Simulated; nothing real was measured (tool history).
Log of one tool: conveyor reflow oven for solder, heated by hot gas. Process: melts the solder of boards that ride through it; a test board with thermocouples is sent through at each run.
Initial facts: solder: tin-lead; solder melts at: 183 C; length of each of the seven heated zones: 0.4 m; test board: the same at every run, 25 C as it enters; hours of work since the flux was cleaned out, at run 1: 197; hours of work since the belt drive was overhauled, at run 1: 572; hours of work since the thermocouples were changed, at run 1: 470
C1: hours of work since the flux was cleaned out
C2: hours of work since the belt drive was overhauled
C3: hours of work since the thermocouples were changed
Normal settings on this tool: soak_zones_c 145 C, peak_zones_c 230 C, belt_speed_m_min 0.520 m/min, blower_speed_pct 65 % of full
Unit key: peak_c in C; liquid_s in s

Run 1, hour 0.0: usual settings; C1 197; C2 572; C3 470. Result: peak_c 215.9 C, liquid_s 70.2 s.
Run 2, hour 31.0: usual settings but blower_speed_pct 88 % of full; C1 211; C2 586; C3 484. Result: peak_c 219.0 C, liquid_s 75.3 s.
Run 3, hour 69.7: usual settings but peak_zones_c 219 C; C1 229; C2 604; C3 502. Result: peak_c 206.0 C, liquid_s 59.2 s.
Run 4, hour 94.1: usual settings but peak_zones_c 219 C, belt_speed_m_min 0.525 m/min; C1 240; C2 615; C3 513. Result: peak_c 204.7 C, liquid_s 57.3 s.
Run 5, hour 117.9: usual settings but peak_zones_c 219 C, belt_speed_m_min 0.525 m/min; C1 251; C2 625; C3 524. Result: peak_c 204.7 C, liquid_s 58.9 s.
Run 6, hour 146.2: usual settings but soak_zones_c 155 C; C1 264; C2 638; C3 537. Result: peak_c 216.6 C, liquid_s 77.1 s.
Run 7, hour 187.2: usual settings but soak_zones_c 155 C; C1 282; C2 657; C3 555. Result: peak_c 216.2 C, liquid_s 76.7 s.
Run 8, hour 206.7: usual settings but soak_zones_c 155 C; C1 291; C2 666; C3 564. Result: peak_c 216.2 C, liquid_s 76.8 s.
Run 9, hour 224.4: usual settings but soak_zones_c 155 C; C1 299; C2 674; C3 572. Result: peak_c 216.8 C, liquid_s 76.1 s.
Run 10, hour 263.6: usual settings but soak_zones_c 155 C; C1 317; C2 691; C3 590. Result: peak_c 215.9 C, liquid_s 76.8 s.
Run 11, hour 303.2: usual settings but soak_zones_c 155 C; C1 335; C2 709; C3 608. Result: peak_c 216.2 C, liquid_s 76.9 s.
Run 12, hour 326.4: usual settings but soak_zones_c 150 C; C1 345; C2 720; C3 618. Result: peak_c 215.2 C, liquid_s 73.2 s.
Run 13, hour 347.8: usual settings; C1 355; C2 730; C3 628. Result: peak_c 213.7 C, liquid_s 67.4 s.
Run 14, hour 374.6: usual settings but belt_speed_m_min 0.560 m/min; C1 367; C2 742; C3 640. Result: peak_c 211.1 C, liquid_s 60.6 s.
Run 15, hour 409.5: usual settings but peak_zones_c 236 C, belt_speed_m_min 0.560 m/min; C1 383; C2 758; C3 656. Result: peak_c 216.0 C, liquid_s 65.7 s.
Run 16, hour 451.6: usual settings but peak_zones_c 236 C, belt_speed_m_min 0.470 m/min; C1 402; C2 777; C3 675. Result: peak_c 221.7 C, liquid_s 85.1 s.
Run 17, hour 471.3: usual settings but peak_zones_c 236 C, belt_speed_m_min 0.470 m/min; C1 411; C2 786; C3 684. Result: peak_c 222.3 C, liquid_s 84.8 s.
Run 18, hour 505.5: usual settings but peak_zones_c 236 C, belt_speed_m_min 0.470 m/min; C1 427; C2 801; C3 700. Result: peak_c 221.6 C, liquid_s 84.5 s.
Run 19, hour 527.8: usual settings but soak_zones_c 156 C, peak_zones_c 224 C, belt_speed_m_min 0.536 m/min, blower_speed_pct 82 % of full; C1 437; C2 811; C3 710. Result: peak_c 212.4 C, liquid_s 72.4 s.
Run 20, hour 554.0: usual settings but soak_zones_c 156 C, peak_zones_c 224 C, belt_speed_m_min 0.536 m/min, blower_speed_pct 82 % of full; C1 449; C2 823; C3 721. Result: peak_c 212.2 C, liquid_s 71.4 s.
Run 21, hour 594.4: usual settings but belt_speed_m_min 0.427 m/min; C1 467; C2 841; C3 740. Result: peak_c 218.9 C, liquid_s 92.3 s.
Run 22, hour 620.7: usual settings but belt_speed_m_min 0.541 m/min, blower_speed_pct 58 % of full; C1 479; C2 853; C3 752. Result: peak_c 209.7 C, liquid_s 60.6 s.
Run 23, hour 647.9: usual settings but soak_zones_c 142 C, blower_speed_pct 79 % of full; C1 491; C2 866; C3 764. Result: peak_c 214.7 C, liquid_s 69.2 s.
Run 24, hour 665.9: usual settings but soak_zones_c 142 C, blower_speed_pct 79 % of full; C1 499; C2 874; C3 772. Result: peak_c 215.5 C, liquid_s 69.2 s.
At hour 673.3: flux residue cleaned out of gas plates and filters.
Run 25, hour 700.3: usual settings but soak_zones_c 148 C, peak_zones_c 227 C; C1 12; C2 887; C3 786. Result: peak_c 216.5 C, liquid_s 73.0 s.
Run 26, hour 732.6: usual settings but soak_zones_c 146 C, peak_zones_c 227 C, belt_speed_m_min 0.565 m/min; C1 27; C2 902; C3 800. Result: peak_c 213.4 C, liquid_s 63.7 s.
Run 27, hour 755.3: usual settings but soak_zones_c 146 C, peak_zones_c 227 C, belt_speed_m_min 0.565 m/min; C1 37; C2 912; C3 811. Result: peak_c 212.4 C, liquid_s 62.8 s.
Run 28, hour 773.4: usual settings but belt_speed_m_min 0.483 m/min; C1 45; C2 920; C3 819. Result: peak_c 219.5 C, liquid_s 80.8 s.
Run 29, hour 811.2: usual settings but soak_zones_c 151 C, peak_zones_c 222 C, belt_speed_m_min 0.455 m/min, blower_speed_pct 66 % of full; C1 62; C2 937; C3 836. Result: peak_c 214.8 C, liquid_s 86.4 s.
Run 30, hour 852.8: usual settings but soak_zones_c 137 C, peak_zones_c 231 C, blower_speed_pct 51 % of full; C1 81; C2 956; C3 855. Result: peak_c 211.7 C, liquid_s 62.6 s.
Run 31, hour 887.2: usual settings but soak_zones_c 144 C, belt_speed_m_min 0.606 m/min; C1 97; C2 972; C3 870. Result: peak_c 211.6 C, liquid_s 57.0 s.
Run 32, hour 918.3: usual settings but soak_zones_c 147 C, peak_zones_c 236 C, belt_speed_m_min 0.519 m/min, blower_speed_pct 66 % of full; C1 111; C2 986; C3 884. Result: peak_c 222.2 C, liquid_s 77.9 s.

Below, some changes in peak_c between adjacent runs. For each, the amount present without the hidden state too (settings, incoming material, random variation) and the amount remaining for the hidden state with gauge scatter not shared by both compared results:
Hidden state at play: heat that the gas passes to the board, % of a clean oven's; belt's true speed, % of the reading; true gas temperature in zones 6 and 7 over the reading, C; drift of the gauge itself on peak_c, C; drift of the gauge itself on liquid_s, %.
Run 2 -> 3: peak_zones_c 230 -> 219, blower_speed_pct 88 -> 65. peak_c -13.0 C: hidden state +0.1, all else -13.1.
Run 5 -> 6: soak_zones_c 145 -> 155, peak_zones_c 219 -> 230, belt_speed_m_min 0.525 -> 0.520. peak_c +11.9 C: hidden state +0.0, all else +11.9.
Run 15 -> 16: belt_speed_m_min 0.560 -> 0.470. peak_c +5.7 C: hidden state +0.7, all else +5.0.
Run 21 -> 22: belt_speed_m_min 0.427 -> 0.541, blower_speed_pct 65 -> 58. peak_c -9.2 C: hidden state -1.3, all else -7.9.
Run 24 -> 25: soak_zones_c 142 -> 148, peak_zones_c 230 -> 227, blower_speed_pct 79 -> 65, flux residue cleaned out of gas plates and filters. peak_c +1.0 C: hidden state +5.4, all else -4.4.
Run 31 -> 32: soak_zones_c 144 -> 147, peak_zones_c 230 -> 236, belt_speed_m_min 0.606 -> 0.519, blower_speed_pct 65 -> 66. peak_c +10.6 C: hidden state +0.1, all else +10.5.

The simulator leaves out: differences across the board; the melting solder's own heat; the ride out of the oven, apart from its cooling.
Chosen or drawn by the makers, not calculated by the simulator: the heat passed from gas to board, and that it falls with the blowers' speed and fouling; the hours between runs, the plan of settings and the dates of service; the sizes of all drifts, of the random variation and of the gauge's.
